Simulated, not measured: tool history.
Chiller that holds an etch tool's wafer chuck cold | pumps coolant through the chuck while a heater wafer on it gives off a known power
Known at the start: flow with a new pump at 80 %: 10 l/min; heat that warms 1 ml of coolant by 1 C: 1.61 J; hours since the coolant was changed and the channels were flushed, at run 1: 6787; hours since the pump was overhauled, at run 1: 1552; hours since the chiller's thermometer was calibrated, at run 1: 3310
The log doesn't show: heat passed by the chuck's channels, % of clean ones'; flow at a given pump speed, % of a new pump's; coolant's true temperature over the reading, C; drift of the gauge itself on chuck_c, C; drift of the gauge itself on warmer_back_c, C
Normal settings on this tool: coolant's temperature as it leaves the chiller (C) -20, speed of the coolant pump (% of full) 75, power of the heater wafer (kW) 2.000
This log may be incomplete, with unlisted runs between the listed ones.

| run | hour | coolant's temperature as it leaves the chiller (C) | speed of the coolant pump (% of full) | power of the heater wafer (kW) | hours since the coolant was changed and the channels were flushed | hours since the pump was overhauled | hours since the chiller's thermometer was calibrated | chuck's temperature once it has settled (C) | how much warmer the coolant comes back (C) |
|---|---|---|---|---|---|---|---|---|---|
| 1 | 0.0 | -20 | 75 | 2.000 | 6787 | 1552 | 3310 | 1.9 | 8.19 |
| 2 | 24.9 | -20 | 75 | 2.000 | 6812 | 1577 | 3335 | 1.8 | 8.19 |
| 3 | 49.3 | -20 | 75 | 2.000 | 6836 | 1601 | 3359 | 2.0 | 8.18 |
| 4 | 100.3 | -29 | 75 | 2.000 | 6887 | 1652 | 3410 | -7.2 | 8.17 |
| 5 | 147.3 | -20 | 75 | 1.018 | 6934 | 1699 | 3457 | -8.9 | 4.20 |
| 6 | 193.9 | -20 | 65 | 2.000 | 6981 | 1746 | 3504 | 4.5 | 9.60 |
| 7 | 246.6 | -20 | 66 | 2.000 | 7034 | 1799 | 3557 | 4.1 | 9.49 |
| 8 | 288.3 | -20 | 66 | 2.000 | 7075 | 1840 | 3598 | 4.3 | 9.45 |
| 9 | 325.1 | -20 | 66 | 2.000 | 7112 | 1877 | 3635 | 4.3 | 9.52 |
| 10 | 379.6 | -20 | 66 | 2.913 | 7167 | 1932 | 3690 | 15.4 | 13.87 |
| 11 | 403.9 | -11 | 99 | 2.259 | 7191 | 1956 | 3714 | 9.0 | 6.84 |
| 12 | 452.9 | -28 | 75 | 2.000 | 7240 | 2005 | 3763 | -5.9 | 8.21 |
| 13 | 493.7 | -19 | 67 | 2.000 | 7281 | 2046 | 3804 | 5.0 | 9.37 |
|  | 498.8 | chiller's thermometer calibrated |
| 14 | 520.5 | -20 | 79 | 2.000 | 7306 | 2072 | 22 | 1.3 | 7.76 |
| 15 | 556.0 | -20 | 79 | 2.000 | 7342 | 2107 | 57 | 1.3 | 7.84 |
| 16 | 600.7 | -20 | 79 | 2.000 | 7387 | 2152 | 102 | 1.1 | 7.80 |
| 17 | 645.2 | -20 | 79 | 2.000 | 7431 | 2196 | 146 | 1.4 | 7.79 |
| 18 | 697.0 | -25 | 75 | 1.429 | 7483 | 2248 | 198 | -9.4 | 5.88 |
| 19 | 732.1 | -15 | 75 | 2.491 | 7518 | 2283 | 233 | 12.7 | 10.30 |
|  | 774.5 | chiller's thermometer calibrated, once more |
| 20 | 775.0 | -17 | 66 | 2.491 | 7560 | 2325 | 0 | 13.8 | 11.84 |

Some steps in chuck's temperature once it has settled (C), run to run, broken into two amounts with sign: the step expected even without the hidden condition (settings, incoming material, random variation), and the rest, left for the hidden condition together with whatever gauge scatter is not in both the measured and the hidden-condition-free result:
Run 5 -> 6: speed of the coolant pump (% of full) 75 -> 65, power of the heater wafer (kW) 1.018 -> 2.000. chuck's temperature once it has settled (C) +13.4: hidden state +1.4, all else +12.0.
Run 10 -> 11: coolant's temperature as it leaves the chiller (C) -20 -> -11, speed of the coolant pump (% of full) 66 -> 99, power of the heater wafer (kW) 2.913 -> 2.259. chuck's temperature once it has settled (C) -6.4: hidden state -1.5, all else -4.9.
Run 11 -> 12: coolant's temperature as it leaves the chiller (C) -11 -> -28, speed of the coolant pump (% of full) 99 -> 75, power of the heater wafer (kW) 2.259 -> 2.000. chuck's temperature once it has settled (C) -14.9: hidden state +0.1, all else -15.0.
Run 18 -> 19: coolant's temperature as it leaves the chiller (C) -25 -> -15, power of the heater wafer (kW) 1.429 -> 2.491. chuck's temperature once it has settled (C) +22.1: hidden state +1.4, all else +20.7.
